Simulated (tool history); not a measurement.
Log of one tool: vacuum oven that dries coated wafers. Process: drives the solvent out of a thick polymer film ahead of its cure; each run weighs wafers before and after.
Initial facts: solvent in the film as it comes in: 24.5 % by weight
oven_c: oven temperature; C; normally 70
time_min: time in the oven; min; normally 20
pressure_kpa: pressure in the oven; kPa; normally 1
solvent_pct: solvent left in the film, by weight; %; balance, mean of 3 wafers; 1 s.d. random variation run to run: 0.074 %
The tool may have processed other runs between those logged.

run   hour  oven_c  time_min  pressure_kpa  solvent_pct
  1    0.0      70        20             1         6.36
  2   70.1      70        20             1         6.44
  3  111.5      70        20             1         6.34
  4  150.2      70        20             1         6.45
  5  207.7      70        20             1         6.53
  6  255.5      70        20             1         6.47
     263.9  -- oven's thermocouples calibrated
  7  327.3      70        20             1         6.87

The next listed run, before its measurement:
  8  394.8      70        20             1            ?

Logged for run 8: solvent_pct 6.81 %.
Had the tool carried no hidden state, the very same run would have given solvent_pct 5.40 %.
